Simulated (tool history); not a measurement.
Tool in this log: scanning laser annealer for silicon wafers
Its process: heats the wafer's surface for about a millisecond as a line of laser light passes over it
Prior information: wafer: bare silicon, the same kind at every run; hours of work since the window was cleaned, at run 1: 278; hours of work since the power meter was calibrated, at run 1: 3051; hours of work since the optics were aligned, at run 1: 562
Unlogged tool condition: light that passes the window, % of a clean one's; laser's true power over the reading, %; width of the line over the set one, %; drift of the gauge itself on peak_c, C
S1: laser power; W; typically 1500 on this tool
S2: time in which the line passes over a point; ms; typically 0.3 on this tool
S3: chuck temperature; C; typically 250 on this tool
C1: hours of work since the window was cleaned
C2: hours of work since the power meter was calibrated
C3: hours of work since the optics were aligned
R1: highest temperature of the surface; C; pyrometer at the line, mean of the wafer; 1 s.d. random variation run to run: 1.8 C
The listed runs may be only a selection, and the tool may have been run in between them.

Run 1, hour 0: usual settings; C1 278; C2 3051; C3 562. Result: R1 1014 C.
Run 2, hour 94.1: usual settings; C1 350; C2 3123; C3 634. Result: R1 1013 C.
At hour 135.7: window over the wafer cleaned.
Run 3, hour 166.5: usual settings but S1 1291 W; C1 23; C2 3176; C3 687. Result: R1 912 C.
Run 4, hour 251.6: usual settings but S1 1291 W; C1 88; C2 3241; C3 752. Result: R1 903 C.
Run 5, hour 307.4: usual settings but S1 1291 W; C1 131; C2 3284; C3 795. Result: R1 900 C.
Run 6, hour 386: usual settings but S1 1291 W; C1 191; C2 3344; C3 855. Result: R1 894 C.
Run 7, hour 439.3: usual settings but S1 1291 W; C1 232; C2 3385; C3 896. Result: R1 893 C.
At hour 510.9: optics aligned, line set to its width.
Run 8, hour 530.1: usual settings but S1 1291 W; C1 297; C2 3450; C3 15. Result: R1 903 C.
Run 9, hour 603.8: usual settings; C1 353; C2 3506; C3 71. Result: R1 1013 C.
At hour 644: window over the wafer cleaned.
Run 10, hour 686.5: usual settings but S3 219 C; C1 32; C2 3568; C3 133. Result: R1 1002 C.
Run 11, hour 746.1: usual settings but S3 219 C; C1 78; C2 3614; C3 178. Result: R1 997 C.
Run 12, hour 842.1: usual settings but S1 1411 W; C1 151; C2 3687; C3 251. Result: R1 974 C.
Run 13, hour 931.7: usual settings but S1 1411 W; C1 220; C2 3755; C3 320. Result: R1 968 C.
Run 14, hour 972.7: usual settings but S2 0.213 ms; C1 251; C2 3787; C3 351. Result: R1 895 C.
Run 15, hour 1059.9: usual settings but S2 0.213 ms; C1 317; C2 3853; C3 418. Result: R1 888 C.
Run 16, hour 1105.5: usual settings; C1 352; C2 3888; C3 452. Result: R1 1007 C.
At hour 1146.7: window over the wafer cleaned.
Run 17, hour 1198.2: usual settings but S2 0.363 ms; C1 39; C2 3957; C3 522. Result: R1 1100 C.
Run 18, hour 1277.8: usual settings; C1 100; C2 4018; C3 582. Result: R1 1020 C.
Run 19, hour 1355.8: usual settings but S2 0.224 ms; C1 160; C2 4077; C3 642. Result: R1 908 C.
Run 20, hour 1440.8: usual settings but S2 0.224 ms; C1 224; C2 4142; C3 707. Result: R1 902 C.
Run 21, hour 1527: usual settings but S1 1534 W, S2 0.212 ms, S3 242 C; C1 290; C2 4208; C3 773. Result: R1 891 C.
Run 22, hour 1572.6: usual settings but S1 1534 W, S2 0.216 ms, S3 242 C; C1 325; C2 4243; C3 807. Result: R1 894 C.
At hour 1646: window over the wafer cleaned.
Run 23, hour 1646: usual settings but S1 1534 W, S2 0.216 ms, S3 242 C; C1 0; C2 4297; C3 862. Result: R1 910 C.
Run 24, hour 1719.4: usual settings but S1 1534 W, S2 0.216 ms, S3 242 C; C1 56; C2 4353; C3 918. Result: R1 906 C.
At hour 1763.2: optics aligned, line set to its width.
Run 25, hour 1778.7: usual settings but S2 0.258 ms; C1 97; C2 4395; C3 12. Result: R1 974 C.
Run 26, hour 1868.4: usual settings but S2 0.258 ms; C1 166; C2 4463; C3 80. Result: R1 970 C.
Run 27, hour 1912.2: usual settings but S2 0.225 ms, S3 269 C; C1 199; C2 4497; C3 114. Result: R1 936 C.
Run 28, hour 2004.8: usual settings but S1 1320 W, S2 0.229 ms, S3 285 C; C1 270; C2 4568; C3 184. Result: R1 870 C.
Run 29, hour 2102.9: usual settings but S1 1320 W, S2 0.229 ms, S3 285 C; C1 345; C2 4642; C3 259. Result: R1 864 C.
At hour 2153.8: window over the wafer cleaned.
Run 30, hour 2169.5: usual settings but S1 1586 W, S2 0.337 ms, S3 270 C; C1 12; C2 4692; C3 309. Result: R1 1141 C.
Run 31, hour 2225.9: usual settings but S1 1612 W, S2 0.243 ms, S3 269 C; C1 55; C2 4735; C3 352. Result: R1 1020 C.
Run 32, hour 2306.4: usual settings but S1 1519 W, S2 0.311 ms, S3 275 C; C1 116; C2 4796; C3 413. Result: R1 1069 C.
Run 33, hour 2370.8: usual settings but S1 1457 W, S2 0.28 ms, S3 216 C; C1 166; C2 4845; C3 462. Result: R1 928 C.
Run 34, hour 2422.3: usual settings but S2 0.341 ms, S3 267 C; C1 205; C2 4885; C3 502. Result: R1 1078 C.
Run 35, hour 2516.5: usual settings but S1 1450 W, S2 0.347 ms, S3 229 C; C1 277; C2 4957; C3 573. Result: R1 1013 C.
Run 36, hour 2569.4: usual settings but S1 1450 W, S2 0.347 ms, S3 229 C; C1 317; C2 4997; C3 614. Result: R1 1008 C.
At hour 2653.7: window over the wafer cleaned.
Run 37, hour 2660.2: usual settings but S1 1344 W, S2 0.249 ms; C1 5; C2 5065; C3 682. Result: R1 871 C.
Run 38, hour 2730.3: usual settings but S1 1321 W, S2 0.253 ms, S3 227 C; C1 58; C2 5118; C3 735. Result: R1 840 C.
Run 39, hour 2815.1: usual settings but S1 1457 W, S2 0.264 ms; C1 123; C2 5183; C3 800. Result: R1 942 C.
Run 40, hour 2883.6: usual settings but S1 1498 W, S3 241 C; C1 175; C2 5235; C3 852. Result: R1 997 C.

For each entry between runs, how does the tool's hidden state at the last listed run before it compare with that at the first listed run after it?
Run 2 -> run 3: window over the wafer cleaned (hour 135.7)
  light that passes the window, % of a clean one's: 97.61 -> 99.54; laser's true power over the reading, %: -1.74 -> -1.76; width of the line over the set one, %: 2.38 -> 2.59
  measured result minus the result with no hidden state, R1: -46 -> -26 C
Run 7 -> run 8: optics aligned, line set to its width (hour 510.9)
  light that passes the window, % of a clean one's: 98.2 -> 97.75; laser's true power over the reading, %: -1.86 -> -1.89; width of the line over the set one, %: 3.44 -> 0.25
  measured result minus the result with no hidden state, R1: -40 -> -31 C
Run 9 -> run 10: window over the wafer cleaned (hour 644)
  light that passes the window, % of a clean one's: 97.35 -> 99.62; laser's true power over the reading, %: -1.92 -> -1.95; width of the line over the set one, %: 0.49 -> 0.73
  measured result minus the result with no hidden state, R1: -42 -> -24 C
Run 16 -> run 17: window over the wafer cleaned (hour 1146.7)
  light that passes the window, % of a clean one's: 97.52 -> 99.45; laser's true power over the reading, %: -2.1 -> -2.13; width of the line over the set one, %: 1.95 -> 2.23
  measured result minus the result with no hidden state, R1: -48 -> -36 C
Run 22 -> run 23: window over the wafer cleaned (hour 1646)
  light that passes the window, % of a clean one's: 97.54 -> 99.98; laser's true power over the reading, %: -2.26 -> -2.29; width of the line over the set one, %: 3.33 -> 3.55
  measured result minus the result with no hidden state, R1: -48 -> -32 C
Run 24 -> run 25: optics aligned, line set to its width (hour 1763.2)
  light that passes the window, % of a clean one's: 99.65 -> 99.38; laser's true power over the reading, %: -2.32 -> -2.34; width of the line over the set one, %: 3.77 -> 0.15
  measured result minus the result with no hidden state, R1: -35 -> -25 C
Run 29 -> run 30: window over the wafer cleaned (hour 2153.8)
  light that passes the window, % of a clean one's: 97.74 -> 99.69; laser's true power over the reading, %: -2.45 -> -2.47; width of the line over the set one, %: 1.14 -> 1.33
  measured result minus the result with no hidden state, R1: -35 -> -34 C
Run 36 -> run 37: window over the wafer cleaned (hour 2653.7)
  light that passes the window, % of a clean one's: 97.71 -> 99.81; laser's true power over the reading, %: -2.61 -> -2.64; width of the line over the set one, %: 2.58 -> 2.85
  measured result minus the result with no hidden state, R1: -56 -> -30 C
